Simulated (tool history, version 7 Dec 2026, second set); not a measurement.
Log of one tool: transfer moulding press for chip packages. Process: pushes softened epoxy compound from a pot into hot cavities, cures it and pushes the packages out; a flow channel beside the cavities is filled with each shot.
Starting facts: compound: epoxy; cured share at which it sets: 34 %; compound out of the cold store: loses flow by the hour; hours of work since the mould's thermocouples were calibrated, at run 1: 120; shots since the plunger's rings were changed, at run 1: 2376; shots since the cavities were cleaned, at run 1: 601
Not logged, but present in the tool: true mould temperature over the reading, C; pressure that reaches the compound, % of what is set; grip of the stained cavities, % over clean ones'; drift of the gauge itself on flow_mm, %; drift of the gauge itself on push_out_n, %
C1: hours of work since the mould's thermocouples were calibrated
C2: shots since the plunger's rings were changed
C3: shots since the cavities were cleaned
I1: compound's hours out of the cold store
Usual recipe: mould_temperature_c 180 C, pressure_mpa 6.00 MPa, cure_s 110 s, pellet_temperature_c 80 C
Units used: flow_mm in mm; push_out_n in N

{"run": 1, "hour": 0.0, "mould_temperature_c": 180, "pressure_mpa": 6.0, "cure_s": 110, "pellet_temperature_c": 80, "C1": 120, "C2": 2376, "C3": 601, "I1": 45.2, "flow_mm": 772, "push_out_n": 458}
{"hour": 18.0, "done": "cavities cleaned with cleaning compound and waxed"}
{"run": 2, "hour": 47.8, "mould_temperature_c": 180, "pressure_mpa": 7.31, "cure_s": 110, "pellet_temperature_c": 80, "C1": 140, "C2": 2705, "C3": 212, "I1": 41.9, "flow_mm": 857, "push_out_n": 393}
{"run": 3, "hour": 85.4, "mould_temperature_c": 180, "pressure_mpa": 6.0, "cure_s": 135, "pellet_temperature_c": 80, "C1": 155, "C2": 2972, "C3": 479, "I1": 40.3, "flow_mm": 784, "push_out_n": 382}
{"hour": 110.5, "done": "plunger's sealing rings changed"}
{"hour": 124.7, "done": "cavities cleaned with cleaning compound and waxed"}
{"run": 4, "hour": 135.9, "mould_temperature_c": 180, "pressure_mpa": 6.0, "cure_s": 135, "pellet_temperature_c": 80, "C1": 175, "C2": 170, "C3": 79, "I1": 38.2, "flow_mm": 815, "push_out_n": 298}
{"run": 5, "hour": 179.4, "mould_temperature_c": 180, "pressure_mpa": 6.0, "cure_s": 135, "pellet_temperature_c": 80, "C1": 193, "C2": 480, "C3": 389, "I1": 45.4, "flow_mm": 796, "push_out_n": 359}
{"run": 6, "hour": 213.8, "mould_temperature_c": 180, "pressure_mpa": 7.23, "cure_s": 110, "pellet_temperature_c": 80, "C1": 208, "C2": 724, "C3": 633, "I1": 13.3, "flow_mm": 957, "push_out_n": 466}
{"hour": 228.0, "done": "cavities cleaned with cleaning compound and waxed"}
{"run": 7, "hour": 250.1, "mould_temperature_c": 180, "pressure_mpa": 6.0, "cure_s": 110, "pellet_temperature_c": 80, "C1": 223, "C2": 971, "C3": 157, "I1": 37.0, "flow_mm": 820, "push_out_n": 387}
{"run": 8, "hour": 272.1, "mould_temperature_c": 180, "pressure_mpa": 6.0, "cure_s": 110, "pellet_temperature_c": 80, "C1": 232, "C2": 1127, "C3": 313, "I1": 9.9, "flow_mm": 879, "push_out_n": 444}
{"run": 9, "hour": 303.9, "mould_temperature_c": 180, "pressure_mpa": 6.0, "cure_s": 110, "pellet_temperature_c": 80, "C1": 245, "C2": 1354, "C3": 540, "I1": 24.6, "flow_mm": 830, "push_out_n": 461}
{"hour": 329.8, "done": "cavities cleaned with cleaning compound and waxed"}
{"run": 10, "hour": 329.8, "mould_temperature_c": 180, "pressure_mpa": 6.0, "cure_s": 110, "pellet_temperature_c": 80, "C1": 256, "C2": 1527, "C3": 0, "I1": 42.9, "flow_mm": 791, "push_out_n": 314}
{"run": 11, "hour": 364.4, "mould_temperature_c": 180, "pressure_mpa": 6.0, "cure_s": 110, "pellet_temperature_c": 80, "C1": 270, "C2": 1773, "C3": 246, "I1": 47.5, "flow_mm": 769, "push_out_n": 415}
{"run": 12, "hour": 395.7, "mould_temperature_c": 180, "pressure_mpa": 6.0, "cure_s": 110, "pellet_temperature_c": 80, "C1": 283, "C2": 1996, "C3": 469, "I1": 18.9, "flow_mm": 848, "push_out_n": 462}

Run 13, settings as shown, results not yet in. Your forecast:
{"hour": 433.8, "done": "cavities cleaned with cleaning compound and waxed"}
{"run": 13, "hour": 436.0, "mould_temperature_c": 180, "pressure_mpa": 6.0, "cure_s": 110, "pellet_temperature_c": 80, "C1": 300, "C2": 2271, "C3": 16, "I1": 30.7, "flow_mm": "?", "push_out_n": "?"}

flow_mm: 810 mm
push_out_n: 324 N
With the hidden condition absent and the run-to-run variation left alone, this run would have shown flow_mm 842 mm, push_out_n 320 N.

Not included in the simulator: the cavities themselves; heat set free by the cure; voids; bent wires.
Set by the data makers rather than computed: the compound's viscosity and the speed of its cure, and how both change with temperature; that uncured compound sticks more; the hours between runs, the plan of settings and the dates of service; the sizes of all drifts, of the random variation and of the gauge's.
